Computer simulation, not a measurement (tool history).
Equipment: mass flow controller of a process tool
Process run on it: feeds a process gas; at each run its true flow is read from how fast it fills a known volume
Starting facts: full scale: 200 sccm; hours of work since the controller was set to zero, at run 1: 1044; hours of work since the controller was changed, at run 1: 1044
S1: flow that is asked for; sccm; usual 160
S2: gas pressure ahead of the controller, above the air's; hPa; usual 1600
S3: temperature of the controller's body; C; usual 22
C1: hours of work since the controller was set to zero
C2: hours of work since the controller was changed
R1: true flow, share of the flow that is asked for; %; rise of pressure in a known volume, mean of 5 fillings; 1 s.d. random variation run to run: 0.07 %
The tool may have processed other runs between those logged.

{"run": 1, "hour": 0.0, "S1": 160, "S2": 1600, "S3": 22, "C1": 1044, "C2": 1044, "R1": 99.37}
{"run": 2, "hour": 139.6, "S1": 160, "S2": 2700, "S3": 22, "C1": 1116, "C2": 1116, "R1": 98.88}
{"run": 3, "hour": 275.5, "S1": 160, "S2": 1600, "S3": 22, "C1": 1185, "C2": 1185, "R1": 99.19}
{"run": 4, "hour": 340.7, "S1": 160, "S2": 1600, "S3": 22, "C1": 1219, "C2": 1219, "R1": 99.13}
{"run": 5, "hour": 436.5, "S1": 160, "S2": 1600, "S3": 22, "C1": 1268, "C2": 1268, "R1": 99.03}
{"run": 6, "hour": 533.6, "S1": 106, "S2": 1600, "S3": 22, "C1": 1318, "C2": 1318, "R1": 98.47}
{"run": 7, "hour": 664.6, "S1": 30, "S2": 1600, "S3": 22, "C1": 1385, "C2": 1385, "R1": 97.08}
{"run": 8, "hour": 756.7, "S1": 160, "S2": 1600, "S3": 22, "C1": 1432, "C2": 1432, "R1": 98.87}
{"run": 9, "hour": 829.2, "S1": 160, "S2": 1600, "S3": 22, "C1": 1469, "C2": 1469, "R1": 98.85}
{"run": 10, "hour": 945.7, "S1": 160, "S2": 1600, "S3": 22, "C1": 1529, "C2": 1529, "R1": 98.89}
{"run": 11, "hour": 1020.5, "S1": 72, "S2": 1600, "S3": 40, "C1": 1568, "C2": 1568, "R1": 99.45}
{"run": 12, "hour": 1125.7, "S1": 79, "S2": 1600, "S3": 26, "C1": 1622, "C2": 1622, "R1": 98.12}
{"run": 13, "hour": 1191.0, "S1": 79, "S2": 1600, "S3": 26, "C1": 1655, "C2": 1655, "R1": 98.13}
{"run": 14, "hour": 1294.6, "S1": 84, "S2": 1600, "S3": 36, "C1": 1708, "C2": 1708, "R1": 98.94}
{"run": 15, "hour": 1371.7, "S1": 143, "S2": 1600, "S3": 25, "C1": 1748, "C2": 1748, "R1": 98.8}
{"run": 16, "hour": 1508.3, "S1": 143, "S2": 1600, "S3": 25, "C1": 1818, "C2": 1818, "R1": 98.67}
{"run": 17, "hour": 1652.2, "S1": 32, "S2": 1760, "S3": 26, "C1": 1892, "C2": 1892, "R1": 97.22}

Each row is a separate what-if for the run after 17, all from the same tool condition, not one after another. Results?
{"run": "A", "hour": 1757.8, "S1": 32, "S2": 1680, "S3": 26, "C1": 1946, "C2": 1946, "R1": "?"}
{"run": "B", "hour": 1757.8, "S1": 175, "S2": 1940, "S3": 21, "C1": 1946, "C2": 1946, "R1": "?"}
{"run": "C", "hour": 1757.8, "S1": 160, "S2": 2240, "S3": 22, "C1": 1946, "C2": 1946, "R1": "?"}

run=A R1=97.13
run=B R1=98.56
run=C R1=98.29
The same runs, with their run-to-run variation unchanged, on a tool lacking any hidden condition would have given:
run=A R1=97.85
run=B R1=99.30
run=C R1=99.02
